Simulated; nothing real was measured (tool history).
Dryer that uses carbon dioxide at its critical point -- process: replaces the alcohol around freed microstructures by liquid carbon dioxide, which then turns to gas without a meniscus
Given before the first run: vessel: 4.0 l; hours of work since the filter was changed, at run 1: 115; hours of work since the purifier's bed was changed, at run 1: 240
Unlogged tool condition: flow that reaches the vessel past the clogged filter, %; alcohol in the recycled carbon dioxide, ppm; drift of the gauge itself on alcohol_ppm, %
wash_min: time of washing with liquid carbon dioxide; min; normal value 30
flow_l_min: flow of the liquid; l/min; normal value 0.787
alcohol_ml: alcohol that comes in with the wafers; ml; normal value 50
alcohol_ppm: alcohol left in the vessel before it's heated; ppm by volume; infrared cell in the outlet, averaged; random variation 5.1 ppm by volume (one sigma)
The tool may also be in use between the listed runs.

run	day	wash_min	flow_l_min	alcohol_ml	hours of work since the filter was changed	hours of work since the purifier's bed was changed	alcohol_ppm
1	0	30	0.787	50	115	240	91
2	0.454	21	0.787	50	123	248	313
3	0.825	30	0.787	46	129	255	90
4	1.104	32	0.787	50	134	259	79
5	1.442	32	0.787	50	140	265	86
6	1.938	32	0.787	50	149	274	82
7	2.396	30	1.295	50	157	282	44
8	2.679	35	0.787	116	161	287	101
9	3.254	27	0.979	22	171	297	56
10	3.808	27	0.979	22	181	306	65
11	4.383	23	0.787	23	191	317	142
12	4.958	23	0.787	23	201	327	143
13	5.438	47	0.722	50	210	335	52

Branching from run 13: 3 alternative next runs. What would each branch give?
A	5.85	30	0.776	74	217	342	?
B	5.85	30	0.787	26	217	342	?
C	5.85	35	0.722	79	217	342	?

run	alcohol_ppm
A	136
B	87
C	111
With the hidden condition removed and each run's random variation left untouched, the same runs would have given:
run	alcohol_ppm
A	71
B	31
C	49

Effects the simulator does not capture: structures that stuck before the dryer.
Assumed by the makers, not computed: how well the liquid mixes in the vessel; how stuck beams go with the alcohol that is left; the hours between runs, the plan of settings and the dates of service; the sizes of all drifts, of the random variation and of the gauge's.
